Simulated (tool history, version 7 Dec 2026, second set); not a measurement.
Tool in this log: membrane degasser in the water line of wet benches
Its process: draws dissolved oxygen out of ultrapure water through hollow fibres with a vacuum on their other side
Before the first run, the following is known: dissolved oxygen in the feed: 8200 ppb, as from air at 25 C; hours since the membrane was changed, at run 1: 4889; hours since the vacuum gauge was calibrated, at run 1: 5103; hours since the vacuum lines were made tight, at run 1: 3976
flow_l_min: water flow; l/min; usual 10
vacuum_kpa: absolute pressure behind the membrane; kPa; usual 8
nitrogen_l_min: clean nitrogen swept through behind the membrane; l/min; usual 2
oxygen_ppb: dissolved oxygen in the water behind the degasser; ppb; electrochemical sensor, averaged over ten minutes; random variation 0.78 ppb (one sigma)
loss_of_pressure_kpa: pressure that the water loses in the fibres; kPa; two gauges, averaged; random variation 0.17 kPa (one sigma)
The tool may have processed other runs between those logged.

run    hour  flow_l_min  vacuum_kpa  nitrogen_l_min  hours since the membrane was changed  hours since the vacuum gauge was calibrated  hours since the vacuum lines were made tight  oxygen_ppb  loss_of_pressure_kpa
  1       0          10           8               2                                  4889                                         5103                                          3976        75.9                 26.16
  2    82.7          10           8               2                                  4972                                         5186                                          4059        77.2                  26.1
  3   232.2          10           8               2                                  5121                                         5336                                          4208        79.2                 26.58
  4     389          10        5.75               2                                  5278                                         5493                                          4365        50.4                 26.41
  5   526.4          10           8               2                                  5416                                         5630                                          4503        77.5                 26.16
  6   656.3          10           8               2                                  5545                                         5760                                          4632        77.7                 26.53
  7   744.1          10           8               2                                  5633                                         5848                                          4720        77.6                 26.18
  8   900.1          10           8               2                                  5789                                         6004                                          4876        78.5                 26.35
  9  1002.8          10           8               2                                  5892                                         6106                                          4979          78                 26.71
 10  1157.6          10           8               2                                  6047                                         6261                                          5134        79.8                 26.27
 11  1249.4          10           8               2                                  6139                                         6353                                          5226        79.1                 26.72
 12  1395.2          10           8               2                                  6284                                         6499                                          5371        76.9                  26.7
 13  1469.8          10           8            0.94                                  6359                                         6573                                          5446       140.6                 26.38
 14  1603.9          10       13.12               2                                  6493                                         6707                                          5580       138.2                 26.27
 15  1704.9          10       13.12               2                                  6594                                         6808                                          5681       141.9                 26.48
 16    1796          10       13.12               2                                  6685                                         6899                                          5772       138.8                 26.47
 17  1901.2           6       18.17            3.11                                  6790                                         7005                                          5877        76.2                 16.15
 18  2005.8           6        5.42            1.95                                  6895                                         7109                                          5982          22                 15.93
 19  2144.6           6        5.42            1.95                                  7034                                         7248                                          6121        22.2                 15.99
 20  2210.7           6        5.42            3.06                                  7100                                         7314                                          6187        14.9                 15.95
 21  2353.1           6        9.83            2.75                                  7242                                         7457                                          6329        40.6                 15.72

Run 22 comes next. What will it give?
 22  2488.3          13        6.02             1.9                                  7377                                         7592                                          6464           ?                     ?

{"run 22": {"oxygen_ppb": 92.1, "loss_of_pressure_kpa": 34.69}}
Were there no unlogged condition in the tool, this run, its random variation unchanged, would have produced oxygen_ppb 79.4 ppb, loss_of_pressure_kpa 33.51 kPa.
